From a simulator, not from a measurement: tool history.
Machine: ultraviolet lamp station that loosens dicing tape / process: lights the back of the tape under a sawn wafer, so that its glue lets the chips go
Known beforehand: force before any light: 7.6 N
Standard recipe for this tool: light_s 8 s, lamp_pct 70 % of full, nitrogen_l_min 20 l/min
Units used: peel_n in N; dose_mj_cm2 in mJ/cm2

run,hour,light_s,lamp_pct,nitrogen_l_min,peel_n,dose_mj_cm2
1,0.0,8,70,20,1.419,329
2,21.3,8,70,20,1.437,331
3,34.9,13,70,20,0.646,528
4,49.0,4,70,20,3.319,159
5,70.8,4,70,14,3.428,163
6,82.6,12,82,14,0.653,569
7,93.0,11,89,20,0.589,556
8,103.6,13,66,20,0.740,490
9,115.6,13,66,20,0.757,490
10,132.7,13,66,20,0.772,482

How would selected steps in peel_n from run to run divide? Give the signed amount a tool lacking its hidden state would still show from settings, what came in and random variation, and the signed amount left for the hidden state, including any gauge scatter that is not in both of the compared results.
Unlogged tool condition in this case: lamp's light, % of a new lamp's; light that the window lets through, % of a clean one's; drift of the gauge itself on peel_n, %; drift of the gauge itself on dose_mj_cm2, %.
Run 3 -> 4: light_s 13 -> 4. peel_n +2.673 N: hidden state +0.429, all else +2.244.
Run 5 -> 6: light_s 4 -> 12, lamp_pct 70 -> 82. peel_n -2.775 N: hidden state -0.419, all else -2.356.
